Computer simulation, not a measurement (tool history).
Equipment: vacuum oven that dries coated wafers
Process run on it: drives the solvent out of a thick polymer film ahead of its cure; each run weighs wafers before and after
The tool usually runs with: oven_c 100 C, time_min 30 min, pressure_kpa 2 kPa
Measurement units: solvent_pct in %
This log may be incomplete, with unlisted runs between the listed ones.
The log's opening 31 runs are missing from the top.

run   hour  oven_c  time_min  pressure_kpa  solvent_pct
 32  308.9      90        31          1.21         6.82
 33  317.1      89        23          1.04         8.75
 34  325.7      89        23          1.04         8.77
 35  337.6      89        23          1.04         8.73
 36  350.5      89        23          1.04         8.85
 37  359.1     108        25          1.04         1.54
 38  369.6      98        25          4.71         6.14
 39  378.3      98        25          4.71          6.2
 40  385.7      98        25          4.71         6.18
 41  391.8     109        23          1.18         1.63
 42  400.2     109        23          1.18         1.57
 43  413.5      97        16          4.79         8.95
 44  422.6      97        16          4.79         8.77
 45  434.9      97        16          4.79         8.78
 46  446.5      94        29             2         5.88
 47  455.1     100        34          5.17         4.38
 48  461.2      88        24          5.17         10.6

3 options for the next run, each taken on its own from the tool as it stands now. Forecast them:
  A  466.9      88        38           4.6            ?
  B  466.9      88        44          1.73            ?
  C  466.9     100        30          2.43            ?

run  solvent_pct
  A         8.29
  B         6.24
  C         3.79
Without the tool's hidden state the same runs would have given:
run  solvent_pct
  A         8.78
  B         6.73
  C         4.19
